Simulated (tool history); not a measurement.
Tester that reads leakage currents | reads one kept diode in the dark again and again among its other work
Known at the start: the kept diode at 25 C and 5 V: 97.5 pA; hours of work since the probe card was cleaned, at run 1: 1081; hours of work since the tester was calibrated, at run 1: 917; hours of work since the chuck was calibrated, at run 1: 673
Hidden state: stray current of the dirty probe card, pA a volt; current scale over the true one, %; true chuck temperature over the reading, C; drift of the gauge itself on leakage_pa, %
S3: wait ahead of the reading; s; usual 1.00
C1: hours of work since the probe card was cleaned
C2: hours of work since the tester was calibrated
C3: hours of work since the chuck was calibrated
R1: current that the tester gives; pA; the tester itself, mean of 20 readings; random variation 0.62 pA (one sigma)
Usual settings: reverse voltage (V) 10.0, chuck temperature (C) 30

run 1 hour=0.0 | reverse_voltage_(V)=10.0 chuck_temperature_(C)=30 S3=1.00 | C1=1081 C2=917 C3=673 | R1=206.51
run 2 hour=142.6 | reverse_voltage_(V)=10.0 chuck_temperature_(C)=30 S3=1.00 | C1=1162 C2=997 C3=754 | R1=206.30
run 3 hour=298.5 | reverse_voltage_(V)=10.0 chuck_temperature_(C)=30 S3=1.00 | C1=1250 C2=1086 C3=842 | R1=206.03
run 4 hour=430.4 | reverse_voltage_(V)=10.0 chuck_temperature_(C)=30 S3=1.00 | C1=1325 C2=1160 C3=917 | R1=207.10
run 5 hour=544.0 | reverse_voltage_(V)=2.0 chuck_temperature_(C)=30 S3=1.00 | C1=1389 C2=1225 C3=981 | R1=88.37
run 6 hour=651.3 | reverse_voltage_(V)=2.0 chuck_temperature_(C)=30 S3=1.00 | C1=1450 C2=1285 C3=1042 | R1=87.80
run 7 hour=735.7 | reverse_voltage_(V)=2.0 chuck_temperature_(C)=30 S3=1.00 | C1=1497 C2=1333 C3=1090 | R1=87.47
run 8 hour=833.3 | reverse_voltage_(V)=2.0 chuck_temperature_(C)=30 S3=5.27 | C1=1553 C2=1389 C3=1145 | R1=87.49
-- hour=943.4 probe card cleaned and baked
run 9 hour=957.2 | reverse_voltage_(V)=4.8 chuck_temperature_(C)=30 S3=5.27 | C1=8 C2=1457 C3=1213 | R1=138.00
run 10 hour=1054.1 | reverse_voltage_(V)=4.8 chuck_temperature_(C)=35 S3=5.27 | C1=63 C2=1512 C3=1268 | R1=198.09
run 11 hour=1203.0 | reverse_voltage_(V)=10.0 chuck_temperature_(C)=30 S3=1.00 | C1=147 C2=1596 C3=1353 | R1=205.12
run 12 hour=1286.1 | reverse_voltage_(V)=10.0 chuck_temperature_(C)=30 S3=1.00 | C1=194 C2=1643 C3=1400 | R1=206.26
run 13 hour=1398.6 | reverse_voltage_(V)=10.0 chuck_temperature_(C)=30 S3=1.00 | C1=258 C2=1707 C3=1463 | R1=205.38
run 14 hour=1500.6 | reverse_voltage_(V)=10.0 chuck_temperature_(C)=30 S3=1.00 | C1=315 C2=1765 C3=1521 | R1=206.97
run 15 hour=1574.2 | reverse_voltage_(V)=10.0 chuck_temperature_(C)=30 S3=3.14 | C1=357 C2=1806 C3=1563 | R1=204.71
run 16 hour=1727.3 | reverse_voltage_(V)=1.0 chuck_temperature_(C)=38 S3=1.00 | C1=444 C2=1893 C3=1650 | R1=107.50
run 17 hour=1815.1 | reverse_voltage_(V)=1.0 chuck_temperature_(C)=38 S3=1.00 | C1=494 C2=1943 C3=1699 | R1=106.87
-- hour=1952.4 chuck's temperature calibrated
run 18 hour=1962.7 | reverse_voltage_(V)=10.0 chuck_temperature_(C)=48 S3=6.43 | C1=576 C2=2025 C3=6 | R1=701.14
run 19 hour=2030.5 | reverse_voltage_(V)=19.2 chuck_temperature_(C)=30 S3=8.80 | C1=614 C2=2064 C3=44 | R1=286.55
run 20 hour=2169.7 | reverse_voltage_(V)=19.2 chuck_temperature_(C)=44 S3=2.70 | C1=693 C2=2142 C3=123 | R1=759.71
run 21 hour=2308.4 | reverse_voltage_(V)=19.2 chuck_temperature_(C)=44 S3=2.70 | C1=772 C2=2221 C3=202 | R1=759.83
run 22 hour=2417.9 | reverse_voltage_(V)=5.3 chuck_temperature_(C)=42 S3=2.70 | C1=834 C2=2283 C3=264 | R1=335.29
run 23 hour=2531.2 | reverse_voltage_(V)=8.3 chuck_temperature_(C)=59 S3=5.76 | C1=898 C2=2347 C3=328 | R1=1265.91

The same runs without the tool's hidden state, with the same run-to-run variation:
run=1 R1=206.57
run=2 R1=206.39
run=3 R1=206.14
run=4 R1=207.22
run=5 R1=88.46
run=6 R1=87.89
run=7 R1=87.57
run=8 R1=87.59
run=9 R1=138.23
run=10 R1=198.41
run=11 R1=205.47
run=12 R1=206.62
run=13 R1=205.76
run=14 R1=207.37
run=15 R1=205.11
run=16 R1=107.73
run=17 R1=107.10
run=18 R1=701.35
run=19 R1=286.57
run=20 R1=760.00
run=21 R1=760.18
run=22 R1=335.49
run=23 R1=1266.82
